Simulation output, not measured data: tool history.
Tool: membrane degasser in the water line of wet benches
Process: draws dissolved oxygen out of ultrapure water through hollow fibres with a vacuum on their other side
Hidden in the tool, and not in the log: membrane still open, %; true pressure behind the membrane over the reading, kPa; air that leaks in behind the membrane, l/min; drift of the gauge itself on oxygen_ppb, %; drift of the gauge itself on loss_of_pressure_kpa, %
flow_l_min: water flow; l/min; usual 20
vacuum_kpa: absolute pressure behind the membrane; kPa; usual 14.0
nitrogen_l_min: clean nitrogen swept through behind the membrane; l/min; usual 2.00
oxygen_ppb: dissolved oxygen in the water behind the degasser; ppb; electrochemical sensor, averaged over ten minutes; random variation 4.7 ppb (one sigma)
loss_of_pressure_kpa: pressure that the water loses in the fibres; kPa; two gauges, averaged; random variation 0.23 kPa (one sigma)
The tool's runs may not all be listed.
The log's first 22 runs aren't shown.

run      day  flow_l_min  vacuum_kpa  nitrogen_l_min  hours since the membrane was changed  hours since the vacuum gauge was calibrated  hours since the vacuum lines were made tight  oxygen_ppb  loss_of_pressure_kpa
 23  178.292          17        14.0            2.00                                 13055                                         1632                                         10735       367.9                 47.92
 24  183.483          20        14.1            2.57                                 13180                                         1756                                         10859       407.0                 56.13
 25  192.508          20        14.1            2.57                                 13396                                         1973                                         11076       422.8                 56.25
 26  200.275          13        17.5            2.00                                 13583                                         2159                                         11262       307.8                 36.40
 27  208.825          25         8.8            2.00                                 13788                                         2364                                         11467       483.6                 70.44
 28  216.767          13        14.0            0.97                                 13979                                         2555                                         11658       410.1                 36.50
 29  227.179          20        21.7            2.00                                 14229                                         2805                                         11908       624.3                 55.92
 30  237.262          20        21.7            2.00                                 14471                                         3047                                         12150       617.5                 56.21
 31  245.696          20        21.7            2.00                                 14673                                         3249                                         12352       623.8                 56.27

Forecast each of these 5 alternatives for the next run:
     254.825  -- vacuum gauge calibrated
  A  256.154          24        10.2            2.56                                 14923                                           32                                         12603           ?                     ?
     254.825  -- vacuum gauge calibrated
  B  256.154          18        10.4            1.45                                 14923                                           32                                         12603           ?                     ?
     254.825  -- vacuum gauge calibrated
  C  256.154          12        10.5            2.00                                 14923                                           32                                         12603           ?                     ?
     254.825  -- vacuum gauge calibrated
  D  256.154          20         9.7            0.94                                 14923                                           32                                         12603           ?                     ?
     254.825  -- vacuum gauge calibrated
  E  256.154          20        14.0            0.88                                 14923                                           32                                         12603           ?                     ?

run  oxygen_ppb  loss_of_pressure_kpa
  A       458.0                 67.11
  B       387.1                 50.70
  C       181.1                 33.69
  D       503.1                 56.46
  E       717.0                 55.68
Without the tool's hidden state the same runs would have given:
run  oxygen_ppb  loss_of_pressure_kpa
  A       457.0                 67.04
  B       386.3                 50.65
  C       180.7                 33.65
  D       502.2                 56.41
  E       716.2                 55.62
